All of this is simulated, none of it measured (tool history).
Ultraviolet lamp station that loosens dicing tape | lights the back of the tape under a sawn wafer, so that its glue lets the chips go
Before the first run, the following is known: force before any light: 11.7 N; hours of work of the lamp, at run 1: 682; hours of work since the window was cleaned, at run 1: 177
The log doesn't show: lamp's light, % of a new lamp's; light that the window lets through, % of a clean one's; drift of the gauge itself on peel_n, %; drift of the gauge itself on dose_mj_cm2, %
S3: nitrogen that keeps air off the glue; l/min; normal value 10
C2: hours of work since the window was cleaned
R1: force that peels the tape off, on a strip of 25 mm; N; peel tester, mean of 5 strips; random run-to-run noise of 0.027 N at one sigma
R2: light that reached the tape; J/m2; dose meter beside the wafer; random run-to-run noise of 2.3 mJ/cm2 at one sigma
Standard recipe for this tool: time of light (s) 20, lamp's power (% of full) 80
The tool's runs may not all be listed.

run 1 hour=0.0 | time_of_light_(s)=20 lamp's_power_(%_of_full)=80 S3=10 | hours_of_work_of_the_lamp=682 C2=177 | R1=1.976 R2=1960
run 2 hour=27.5 | time_of_light_(s)=20 lamp's_power_(%_of_full)=63 S3=10 | hours_of_work_of_the_lamp=696 C2=192 | R1=2.845 R2=1500
run 3 hour=62.2 | time_of_light_(s)=20 lamp's_power_(%_of_full)=80 S3=10 | hours_of_work_of_the_lamp=714 C2=210 | R1=2.050 R2=1840
run 4 hour=97.2 | time_of_light_(s)=20 lamp's_power_(%_of_full)=85 S3=10 | hours_of_work_of_the_lamp=732 C2=228 | R1=1.904 R2=1970
run 5 hour=117.9 | time_of_light_(s)=20 lamp's_power_(%_of_full)=85 S3=10 | hours_of_work_of_the_lamp=743 C2=239 | R1=1.921 R2=1940
run 6 hour=143.0 | time_of_light_(s)=20 lamp's_power_(%_of_full)=80 S3=10 | hours_of_work_of_the_lamp=756 C2=252 | R1=2.103 R2=1800
run 7 hour=178.7 | time_of_light_(s)=20 lamp's_power_(%_of_full)=80 S3=10 | hours_of_work_of_the_lamp=775 C2=270 | R1=2.167 R2=1790
-- hour=192.2 window cleaned of glue's vapour
run 8 hour=204.5 | time_of_light_(s)=20 lamp's_power_(%_of_full)=80 S3=10 | hours_of_work_of_the_lamp=788 C2=6 | R1=2.645 R2=1620
run 9 hour=239.9 | time_of_light_(s)=20 lamp's_power_(%_of_full)=80 S3=10 | hours_of_work_of_the_lamp=806 C2=25 | R1=2.667 R2=1570
-- hour=255.7 window cleaned of glue's vapour, once more
run 10 hour=274.8 | time_of_light_(s)=17 lamp's_power_(%_of_full)=80 S3=10 | hours_of_work_of_the_lamp=824 C2=10 | R1=2.258 R2=1760
run 11 hour=299.2 | time_of_light_(s)=33 lamp's_power_(%_of_full)=80 S3=10 | hours_of_work_of_the_lamp=837 C2=23 | R1=0.620 R2=3340
run 12 hour=319.0 | time_of_light_(s)=33 lamp's_power_(%_of_full)=76 S3=10 | hours_of_work_of_the_lamp=847 C2=33 | R1=0.733 R2=3180
run 13 hour=355.2 | time_of_light_(s)=11 lamp's_power_(%_of_full)=82 S3=8 | hours_of_work_of_the_lamp=866 C2=52 | R1=4.359 R2=1110
run 14 hour=379.0 | time_of_light_(s)=11 lamp's_power_(%_of_full)=67 S3=8 | hours_of_work_of_the_lamp=878 C2=64 | R1=5.390 R2=880
run 15 hour=418.6 | time_of_light_(s)=11 lamp's_power_(%_of_full)=67 S3=8 | hours_of_work_of_the_lamp=899 C2=85 | R1=5.459 R2=870
run 16 hour=438.4 | time_of_light_(s)=26 lamp's_power_(%_of_full)=66 S3=3 | hours_of_work_of_the_lamp=909 C2=95 | R1=3.643 R2=2070
run 17 hour=465.6 | time_of_light_(s)=31 lamp's_power_(%_of_full)=80 S3=5 | hours_of_work_of_the_lamp=923 C2=109 | R1=1.548 R2=2960
run 18 hour=497.6 | time_of_light_(s)=31 lamp's_power_(%_of_full)=80 S3=5 | hours_of_work_of_the_lamp=940 C2=126 | R1=1.580 R2=2890
run 19 hour=535.4 | time_of_light_(s)=31 lamp's_power_(%_of_full)=80 S3=5 | hours_of_work_of_the_lamp=960 C2=145 | R1=1.595 R2=2910
run 20 hour=565.0 | time_of_light_(s)=31 lamp's_power_(%_of_full)=80 S3=5 | hours_of_work_of_the_lamp=975 C2=161 | R1=1.751 R2=2870
run 21 hour=597.7 | time_of_light_(s)=21 lamp's_power_(%_of_full)=80 S3=10 | hours_of_work_of_the_lamp=992 C2=178 | R1=2.049 R2=1920
run 22 hour=615.6 | time_of_light_(s)=21 lamp's_power_(%_of_full)=80 S3=10 | hours_of_work_of_the_lamp=1001 C2=187 | R1=2.038 R2=1860
run 23 hour=653.6 | time_of_light_(s)=18 lamp's_power_(%_of_full)=77 S3=3 | hours_of_work_of_the_lamp=1021 C2=207 | R1=4.986 R2=1530

Consider 5 possible next runs. They are alternatives, not a sequence: every one starts from the tool as it was left by run 23. What does each give?
run A hour=673.8 | time_of_light_(s)=30 lamp's_power_(%_of_full)=80 S3=11 | hours_of_work_of_the_lamp=1032 C2=217 | R1=? R2=?
run B hour=673.8 | time_of_light_(s)=20 lamp's_power_(%_of_full)=71 S3=10 | hours_of_work_of_the_lamp=1032 C2=217 | R1=? R2=?
run C hour=673.8 | time_of_light_(s)=20 lamp's_power_(%_of_full)=62 S3=10 | hours_of_work_of_the_lamp=1032 C2=217 | R1=? R2=?
run D hour=673.8 | time_of_light_(s)=36 lamp's_power_(%_of_full)=74 S3=3 | hours_of_work_of_the_lamp=1032 C2=217 | R1=? R2=?
run E hour=673.8 | time_of_light_(s)=20 lamp's_power_(%_of_full)=64 S3=10 | hours_of_work_of_the_lamp=1032 C2=217 | R1=? R2=?

run=A R1=0.997 R2=2640
run=B R1=2.757 R2=1560
run=C R1=3.221 R2=1370
run=D R1=2.359 R2=2920
run=E R1=3.072 R2=1420
Without the tool's unlogged condition, the same runs would have read:
run=A R1=0.500 R2=3570
run=B R1=1.693 R2=2110
run=C R1=2.089 R2=1850
run=D R1=1.381 R2=3960
run=E R1=1.967 R2=1920
